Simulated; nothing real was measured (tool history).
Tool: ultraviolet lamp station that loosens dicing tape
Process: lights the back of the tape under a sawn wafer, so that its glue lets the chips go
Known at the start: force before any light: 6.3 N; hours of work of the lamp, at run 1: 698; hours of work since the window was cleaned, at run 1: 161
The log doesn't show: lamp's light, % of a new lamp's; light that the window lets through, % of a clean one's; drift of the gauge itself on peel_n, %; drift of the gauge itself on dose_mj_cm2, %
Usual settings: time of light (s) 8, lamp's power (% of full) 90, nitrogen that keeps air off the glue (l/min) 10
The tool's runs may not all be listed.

run    hour  time of light (s)  lamp's power (% of full)  nitrogen that keeps air off the glue (l/min)  hours of work of the lamp  hours of work since the window was cleaned  force that peels the tape off (N)  light that reached the tape (J/m2)
  1     0.0                  8                        90                                            10                        698                                         161                              0.566                                4590
  2    28.8                  8                        90                                            10                        719                                         181                              0.591                                4520
  3    66.5                  8                        90                                             6                        745                                         208                              0.826                                4480
       74.2  -- window cleaned of glue's vapour
  4   108.1                  6                        90                                            10                        775                                          24                              0.949                                3380
  5   148.7                  6                        90                                            10                        804                                          53                              0.936                                3390
  6   189.0                  6                        90                                            10                        832                                          82                              0.920                                3460
  7   222.0                  6                        90                                            10                        856                                         105                              0.924                                3430
  8   250.4                  8                        90                                            11                        876                                         125                              0.520                                4570
  9   282.6                  6                        90                                            10                        899                                         148                              0.919                                3400
 10   322.1                  6                        90                                            10                        927                                         176                              0.919                                3350
 11   353.1                  6                        90                                            10                        949                                         198                              0.956                                3400
      372.2  -- window cleaned of glue's vapour
 12   376.6                 11                        90                                            10                        965                                           3                              0.353                                6260
 13   411.1                 11                        90                                            10                        990                                          28                              0.344                                6180
 14   436.7                 11                        90                                            10                       1008                                          46                              0.350                                6230
 15   462.7                 11                        90                                            10                       1027                                          64                              0.338                                6200
 16   486.2                 12                        90                                            10                       1043                                          81                              0.297                                6790
 17   529.0                 12                        90                                            10                       1074                                         112                              0.304                                6760
 18   554.4                 12                        64                                            10                       1092                                         130                              0.513                                4800
 19   574.1                 12                        64                                            10                       1106                                         144                              0.505                                4830
 20   622.3                 12                        64                                            10                       1140                                         178                              0.531                                4820
 21   656.7                 12                        61                                            17                       1165                                         202                              0.404                                4610
      671.2  -- window cleaned of glue's vapour
 22   684.9                  8                        63                                             4                       1184                                          10                              1.820                                3150
 23   721.8                  7                        83                                            15                       1211                                          36                              0.612                                3590
 24   768.1                  8                        62                                            11                       1244                                          69                              1.007                                3130
 25   809.9                  8                        62                                            11                       1273                                          99                              1.014                                3160
 26   830.1                  5                        97                                             8                       1288                                         113                              1.230                                3020
 27   873.7                  8                        64                                            10                       1319                                         144                              0.972                                3200
 28   911.0                  8                        64                                             6                       1345                                         171                              1.417                                3130
 29   956.7                  8                        70                                             6                       1378                                         203                              1.258                                3510
      969.0  -- window cleaned of glue's vapour
 30   992.6                  8                        79                                            10                       1403                                          17                              0.736                                4000
 31  1037.1                  8                        79                                            10                       1435                                          48                              0.720                                3930
 32  1071.8                  5                        80                                             4                       1459                                          73                              2.375                                2500
 33  1117.9                 15                        74                                            10                       1492                                         106                              0.295                                6930
 34  1155.0                 15                        74                                            10                       1519                                         132                              0.289                                6910
 35  1189.4                  8                        71                                             3                       1543                                         157                              1.836                                3560
 36  1216.4                  8                        71                                             3                       1562                                         176                              1.916                                3540
 37  1256.6                 10                        88                                            13                       1591                                         205                              0.358                                5480
     1266.2  -- window cleaned of glue's vapour
 38  1291.7                  5                        96                                            10                       1615                                          18                              1.130                                2950

Some steps in light that reached the tape (J/m2) between neighbouring runs. How much of each would the tool show without its hidden state too (settings, what came in, random variation), and how much is left for the hidden state, with any gauge scatter that isn't in both results?
Run 1 -> 2: no setting changed, nothing entered. light that reached the tape (J/m2) -70: hidden state +10, all else -80.
Run 11 -> 12: time of light (s) 6 -> 11, window cleaned of glue's vapour. light that reached the tape (J/m2) +2860: hidden state -10, all else +2870.
Run 32 -> 33: time of light (s) 5 -> 15, lamp's power (% of full) 80 -> 74, nitrogen that keeps air off the glue (l/min) 4 -> 10. light that reached the tape (J/m2) +4430: hidden state -20, all else +4450.
Run 34 -> 35: time of light (s) 15 -> 8, lamp's power (% of full) 74 -> 71, nitrogen that keeps air off the glue (l/min) 10 -> 3. light that reached the tape (J/m2) -3350: hidden state +30, all else -3380.
